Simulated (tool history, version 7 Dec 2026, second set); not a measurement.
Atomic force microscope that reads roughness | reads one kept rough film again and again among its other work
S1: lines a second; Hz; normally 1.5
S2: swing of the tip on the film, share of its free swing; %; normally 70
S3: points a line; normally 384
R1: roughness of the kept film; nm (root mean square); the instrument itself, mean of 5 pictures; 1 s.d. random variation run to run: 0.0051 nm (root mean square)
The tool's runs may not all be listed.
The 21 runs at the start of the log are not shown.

run	day	S1	S2	S3	R1
22	41.938	0.91	70	384	0.766
# day 44.075: new tip fitted
23	44.167	0.91	70	384	0.815
24	46.65	0.91	70	384	0.773
25	49.4	0.98	85	384	0.696
# day 49.625: new tip fitted
26	51.654	3.77	85	649	0.606
27	54.054	2.53	70	384	0.707
# day 55.208: new tip fitted
28	56.371	2.53	70	384	0.739
29	58.971	1.82	73	384	0.716

Run 30 comes next. What will it give?
# day 60.771: new tip fitted
30	61.438	1.82	73	384	?

R1: 0.767 nm (root mean square)
Take away the tool's hidden state, keep the run-to-run variation as it was, and the same run would have given R1 0.776 nm (root mean square).
